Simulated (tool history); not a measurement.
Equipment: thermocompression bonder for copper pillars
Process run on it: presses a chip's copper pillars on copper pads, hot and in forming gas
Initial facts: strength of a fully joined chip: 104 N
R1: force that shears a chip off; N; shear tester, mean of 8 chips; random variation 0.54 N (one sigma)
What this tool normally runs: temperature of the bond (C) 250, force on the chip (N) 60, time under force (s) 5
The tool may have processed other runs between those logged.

{"run": 1, "hour": 0.0, "temperature of the bond (C)": 250, "force on the chip (N)": 60, "time under force (s)": 5, "R1": 43.9}
{"run": 2, "hour": 9.2, "temperature of the bond (C)": 250, "force on the chip (N)": 60, "time under force (s)": 5, "R1": 44.1}
{"run": 3, "hour": 23.9, "temperature of the bond (C)": 250, "force on the chip (N)": 60, "time under force (s)": 5, "R1": 43.9}
{"run": 4, "hour": 30.8, "temperature of the bond (C)": 250, "force on the chip (N)": 60, "time under force (s)": 5, "R1": 43.4}
{"run": 5, "hour": 44.3, "temperature of the bond (C)": 250, "force on the chip (N)": 62, "time under force (s)": 5, "R1": 44.8}
{"run": 6, "hour": 58.3, "temperature of the bond (C)": 250, "force on the chip (N)": 62, "time under force (s)": 5, "R1": 45.0}
{"run": 7, "hour": 73.7, "temperature of the bond (C)": 250, "force on the chip (N)": 62, "time under force (s)": 5, "R1": 45.0}
{"run": 8, "hour": 86.5, "temperature of the bond (C)": 250, "force on the chip (N)": 62, "time under force (s)": 5, "R1": 45.3}
{"run": 9, "hour": 100.3, "temperature of the bond (C)": 250, "force on the chip (N)": 62, "time under force (s)": 7, "R1": 50.1}
{"run": 10, "hour": 114.9, "temperature of the bond (C)": 250, "force on the chip (N)": 47, "time under force (s)": 5, "R1": 35.1}
{"run": 11, "hour": 121.7, "temperature of the bond (C)": 250, "force on the chip (N)": 60, "time under force (s)": 5, "R1": 43.8}
{"run": 12, "hour": 129.1, "temperature of the bond (C)": 250, "force on the chip (N)": 60, "time under force (s)": 5, "R1": 44.1}
{"run": 13, "hour": 136.4, "temperature of the bond (C)": 250, "force on the chip (N)": 60, "time under force (s)": 5, "R1": 44.2}
{"run": 14, "hour": 147.6, "temperature of the bond (C)": 250, "force on the chip (N)": 60, "time under force (s)": 4, "R1": 39.6}
{"run": 15, "hour": 163.2, "temperature of the bond (C)": 250, "force on the chip (N)": 60, "time under force (s)": 4, "R1": 40.1}
{"run": 16, "hour": 174.4, "temperature of the bond (C)": 250, "force on the chip (N)": 60, "time under force (s)": 4, "R1": 40.3}
{"run": 17, "hour": 181.1, "temperature of the bond (C)": 250, "force on the chip (N)": 60, "time under force (s)": 5, "R1": 43.3}
{"run": 18, "hour": 195.1, "temperature of the bond (C)": 250, "force on the chip (N)": 60, "time under force (s)": 5, "R1": 43.3}
{"run": 19, "hour": 201.9, "temperature of the bond (C)": 273, "force on the chip (N)": 47, "time under force (s)": 8, "R1": 53.9}
{"run": 20, "hour": 209.1, "temperature of the bond (C)": 273, "force on the chip (N)": 47, "time under force (s)": 8, "R1": 54.2}
{"run": 21, "hour": 218.7, "temperature of the bond (C)": 250, "force on the chip (N)": 65, "time under force (s)": 13, "R1": 64.8}
{"run": 22, "hour": 232.8, "temperature of the bond (C)": 250, "force on the chip (N)": 65, "time under force (s)": 13, "R1": 63.9}
{"run": 23, "hour": 242.0, "temperature of the bond (C)": 272, "force on the chip (N)": 51, "time under force (s)": 4, "R1": 44.2}
{"run": 24, "hour": 255.6, "temperature of the bond (C)": 272, "force on the chip (N)": 51, "time under force (s)": 4, "R1": 43.3}
{"run": 25, "hour": 263.3, "temperature of the bond (C)": 272, "force on the chip (N)": 51, "time under force (s)": 4, "R1": 44.4}
{"run": 26, "hour": 272.9, "temperature of the bond (C)": 257, "force on the chip (N)": 39, "time under force (s)": 4, "R1": 28.9}
{"run": 27, "hour": 286.5, "temperature of the bond (C)": 257, "force on the chip (N)": 39, "time under force (s)": 4, "R1": 30.0}
{"run": 28, "hour": 298.1, "temperature of the bond (C)": 250, "force on the chip (N)": 69, "time under force (s)": 5, "R1": 49.3}
{"run": 29, "hour": 307.3, "temperature of the bond (C)": 250, "force on the chip (N)": 49, "time under force (s)": 5, "R1": 36.5}
{"run": 30, "hour": 313.9, "temperature of the bond (C)": 233, "force on the chip (N)": 60, "time under force (s)": 4, "R1": 32.4}
{"run": 31, "hour": 324.3, "temperature of the bond (C)": 233, "force on the chip (N)": 47, "time under force (s)": 13, "R1": 42.5}
{"run": 32, "hour": 333.1, "temperature of the bond (C)": 277, "force on the chip (N)": 39, "time under force (s)": 5, "R1": 40.3}
{"run": 33, "hour": 349.0, "temperature of the bond (C)": 250, "force on the chip (N)": 50, "time under force (s)": 9, "R1": 47.7}
{"run": 34, "hour": 362.9, "temperature of the bond (C)": 245, "force on the chip (N)": 46, "time under force (s)": 14, "R1": 47.8}
{"run": 35, "hour": 376.8, "temperature of the bond (C)": 256, "force on the chip (N)": 40, "time under force (s)": 6, "R1": 35.3}
{"run": 36, "hour": 387.2, "temperature of the bond (C)": 256, "force on the chip (N)": 55, "time under force (s)": 5, "R1": 42.9}

5 ways to go on from here, each from the tool as it stands after run 36. What would each give?
{"run": "A", "hour": 397.9, "temperature of the bond (C)": 223, "force on the chip (N)": 72, "time under force (s)": 6, "R1": "?"}
{"run": "B", "hour": 397.9, "temperature of the bond (C)": 236, "force on the chip (N)": 47, "time under force (s)": 8, "R1": "?"}
{"run": "C", "hour": 397.9, "temperature of the bond (C)": 255, "force on the chip (N)": 85, "time under force (s)": 12, "R1": "?"}
{"run": "D", "hour": 397.9, "temperature of the bond (C)": 262, "force on the chip (N)": 60, "time under force (s)": 5, "R1": "?"}
{"run": "E", "hour": 397.9, "temperature of the bond (C)": 256, "force on the chip (N)": 44, "time under force (s)": 3, "R1": "?"}

run=A R1=39.5
run=B R1=35.5
run=C R1=77.5
run=D R1=49.2
run=E R1=29.1
Had the tool no hidden state, the same runs would have come out as:
run=A R1=39.8
run=B R1=35.8
run=C R1=77.9
run=D R1=49.6
run=E R1=29.3
